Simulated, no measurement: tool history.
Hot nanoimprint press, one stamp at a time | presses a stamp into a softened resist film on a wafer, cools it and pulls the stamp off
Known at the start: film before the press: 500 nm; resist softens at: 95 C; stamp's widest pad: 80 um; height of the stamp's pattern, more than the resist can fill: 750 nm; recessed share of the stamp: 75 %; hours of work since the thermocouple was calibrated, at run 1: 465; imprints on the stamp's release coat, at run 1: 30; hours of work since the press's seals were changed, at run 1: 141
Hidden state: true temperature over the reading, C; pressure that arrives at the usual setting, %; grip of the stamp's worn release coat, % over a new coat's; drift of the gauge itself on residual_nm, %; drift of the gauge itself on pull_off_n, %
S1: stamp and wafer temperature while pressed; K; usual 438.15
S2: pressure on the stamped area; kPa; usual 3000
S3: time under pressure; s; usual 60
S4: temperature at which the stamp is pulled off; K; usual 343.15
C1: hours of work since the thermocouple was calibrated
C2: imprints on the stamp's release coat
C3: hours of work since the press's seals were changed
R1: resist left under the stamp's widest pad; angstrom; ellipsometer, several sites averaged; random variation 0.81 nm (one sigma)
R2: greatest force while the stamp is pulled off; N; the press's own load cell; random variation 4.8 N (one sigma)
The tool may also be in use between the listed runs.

{"run": 1, "hour": 0.0, "S1": 438.15, "S2": 3000, "S3": 60, "S4": 343.15, "C1": 465, "C2": 30, "C3": 141, "R1": 2148, "R2": 232}
{"run": 2, "hour": 7.0, "S1": 438.15, "S2": 3000, "S3": 60, "S4": 343.15, "C1": 468, "C2": 53, "C3": 144, "R1": 2166, "R2": 235}
{"run": 3, "hour": 18.3, "S1": 438.15, "S2": 3000, "S3": 60, "S4": 343.15, "C1": 473, "C2": 89, "C3": 149, "R1": 2134, "R2": 242}
{"run": 4, "hour": 30.3, "S1": 438.15, "S2": 3000, "S3": 60, "S4": 343.15, "C1": 479, "C2": 127, "C3": 155, "R1": 2135, "R2": 237}
{"run": 5, "hour": 43.0, "S1": 438.15, "S2": 3000, "S3": 60, "S4": 343.15, "C1": 485, "C2": 168, "C3": 161, "R1": 2148, "R2": 232}
{"hour": 51.0, "done": "plate thermocouple calibrated"}
{"run": 6, "hour": 53.7, "S1": 438.15, "S2": 3000, "S3": 60, "S4": 343.15, "C1": 1, "C2": 192, "C3": 164, "R1": 2125, "R2": 230}
{"run": 7, "hour": 65.5, "S1": 430.15, "S2": 3000, "S3": 60, "S4": 343.15, "C1": 7, "C2": 230, "C3": 170, "R1": 2744, "R2": 234}
{"run": 8, "hour": 76.4, "S1": 438.15, "S2": 2620, "S3": 60, "S4": 343.15, "C1": 12, "C2": 265, "C3": 175, "R1": 2290, "R2": 234}
{"run": 9, "hour": 86.3, "S1": 438.15, "S2": 3000, "S3": 60, "S4": 343.15, "C1": 16, "C2": 297, "C3": 179, "R1": 2118, "R2": 235}
{"run": 10, "hour": 93.1, "S1": 438.15, "S2": 3000, "S3": 60, "S4": 334.15, "C1": 20, "C2": 318, "C3": 182, "R1": 2129, "R2": 288}
{"run": 11, "hour": 99.3, "S1": 438.15, "S2": 3000, "S3": 60, "S4": 343.15, "C1": 22, "C2": 338, "C3": 185, "R1": 2118, "R2": 235}
{"run": 12, "hour": 111.1, "S1": 433.15, "S2": 3000, "S3": 60, "S4": 343.15, "C1": 28, "C2": 376, "C3": 191, "R1": 2476, "R2": 236}
{"run": 13, "hour": 116.6, "S1": 433.15, "S2": 3000, "S3": 60, "S4": 343.15, "C1": 30, "C2": 394, "C3": 193, "R1": 2475, "R2": 236}
{"run": 14, "hour": 123.3, "S1": 433.15, "S2": 3000, "S3": 60, "S4": 344.15, "C1": 34, "C2": 415, "C3": 196, "R1": 2481, "R2": 233}
{"run": 15, "hour": 135.5, "S1": 433.15, "S2": 3000, "S3": 60, "S4": 344.15, "C1": 39, "C2": 454, "C3": 202, "R1": 2475, "R2": 235}
{"run": 16, "hour": 141.8, "S1": 433.15, "S2": 3000, "S3": 60, "S4": 344.15, "C1": 42, "C2": 474, "C3": 205, "R1": 2455, "R2": 226}
{"run": 17, "hour": 148.0, "S1": 444.15, "S2": 3000, "S3": 64, "S4": 346.15, "C1": 45, "C2": 494, "C3": 208, "R1": 1712, "R2": 219}
{"run": 18, "hour": 159.8, "S1": 444.15, "S2": 3000, "S3": 64, "S4": 346.15, "C1": 50, "C2": 532, "C3": 213, "R1": 1707, "R2": 217}
{"run": 19, "hour": 169.5, "S1": 436.15, "S2": 3770, "S3": 60, "S4": 343.15, "C1": 55, "C2": 563, "C3": 218, "R1": 1986, "R2": 226}
{"run": 20, "hour": 179.7, "S1": 426.15, "S2": 1890, "S3": 60, "S4": 343.15, "C1": 60, "C2": 595, "C3": 223, "R1": 3624, "R2": 229}
{"run": 21, "hour": 188.4, "S1": 445.15, "S2": 2000, "S3": 60, "S4": 343.15, "C1": 64, "C2": 623, "C3": 227, "R1": 2117, "R2": 239}
{"run": 22, "hour": 198.1, "S1": 438.15, "S2": 3000, "S3": 114, "S4": 350.15, "C1": 68, "C2": 654, "C3": 231, "R1": 1660, "R2": 194}
{"run": 23, "hour": 206.6, "S1": 433.15, "S2": 4220, "S3": 106, "S4": 332.15, "C1": 72, "C2": 681, "C3": 235, "R1": 1665, "R2": 299}
{"run": 24, "hour": 214.1, "S1": 433.15, "S2": 4220, "S3": 106, "S4": 332.15, "C1": 76, "C2": 705, "C3": 238, "R1": 1679, "R2": 297}
{"run": 25, "hour": 223.0, "S1": 438.15, "S2": 4140, "S3": 30, "S4": 338.15, "C1": 80, "C2": 734, "C3": 243, "R1": 2254, "R2": 264}
{"run": 26, "hour": 233.4, "S1": 447.15, "S2": 3680, "S3": 83, "S4": 329.15, "C1": 85, "C2": 767, "C3": 247, "R1": 1249, "R2": 323}
{"hour": 235.1, "done": "gauge calibrated"}
{"run": 27, "hour": 243.1, "S1": 441.15, "S2": 3850, "S3": 38, "S4": 350.15, "C1": 89, "C2": 798, "C3": 252, "R1": 2012, "R2": 188}
{"run": 28, "hour": 249.6, "S1": 438.15, "S2": 3190, "S3": 60, "S4": 329.15, "C1": 92, "C2": 819, "C3": 255, "R1": 2079, "R2": 332}
{"run": 29, "hour": 255.1, "S1": 429.15, "S2": 2920, "S3": 49, "S4": 343.15, "C1": 95, "C2": 837, "C3": 257, "R1": 3043, "R2": 246}
{"run": 30, "hour": 266.9, "S1": 428.15, "S2": 2920, "S3": 46, "S4": 343.15, "C1": 100, "C2": 874, "C3": 263, "R1": 3171, "R2": 241}
{"run": 31, "hour": 276.6, "S1": 439.15, "S2": 2920, "S3": 46, "S4": 348.15, "C1": 105, "C2": 905, "C3": 267, "R1": 2316, "R2": 203}

Some steps in R1 between neighbouring runs. How much of each would the tool show without its hidden state too (settings, what came in, random variation), and how much is left for the hidden state, with any gauge scatter that isn't in both results?
Run 19 -> 20: S1 436.15 -> 426.15, S2 3770 -> 1890. R1 +1638 angstrom: hidden state -41, all else +1679.
Run 20 -> 21: S1 426.15 -> 445.15, S2 1890 -> 2000. R1 -1507 angstrom: hidden state +32, all else -1539.
Run 25 -> 26: S1 438.15 -> 447.15, S2 4140 -> 3680, S3 30 -> 83, S4 338.15 -> 329.15. R1 -1005 angstrom: hidden state +26, all else -1031.
Run 26 -> 27: S1 447.15 -> 441.15, S2 3680 -> 3850, S3 83 -> 38, S4 329.15 -> 350.15, gauge calibrated. R1 +763 angstrom: hidden state +36, all else +727.
